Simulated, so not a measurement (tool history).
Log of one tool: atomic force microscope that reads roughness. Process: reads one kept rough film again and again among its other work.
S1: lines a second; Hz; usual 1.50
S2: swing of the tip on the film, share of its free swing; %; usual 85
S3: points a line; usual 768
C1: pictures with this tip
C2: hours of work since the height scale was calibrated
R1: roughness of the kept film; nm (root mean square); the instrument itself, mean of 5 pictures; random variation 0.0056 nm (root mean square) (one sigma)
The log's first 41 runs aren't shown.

run    hour    S1  S2   S3   C1    C2     R1
     1093.6  -- new tip fitted
 42  1102.2  1.50  61  288   18  1207  1.093
 43  1130.1  3.98  57  459   75  1227  1.030
 44  1155.8  1.50  59  768  127  1245  1.077
 45  1189.1  3.31  79  279  195  1269  0.831
 46  1214.1  0.78  79  894  246  1287  1.024
     1220.6  -- new tip fitted
 47  1240.6  1.50  83  768   41  1305  0.966
 48  1267.8  1.50  83  768   96  1325  0.959
 49  1303.2  2.36  72  633  168  1350  0.961

Forecast each of these 4 alternatives for the next run:
  A  1329.8  2.51  72  854  223  1369   ?
  B  1329.8  0.60  85  768  223  1369   ?
  C  1329.8  0.73  67  291  223  1369   ?
  D  1329.8  2.36  71  633  223  1369   ?

run     R1
  A  0.942
  B  1.034
  C  1.056
  D  0.950
Without the tool's hidden state the same runs would have given:
run     R1
  A  0.985
  B  1.080
  C  1.104
  D  0.993
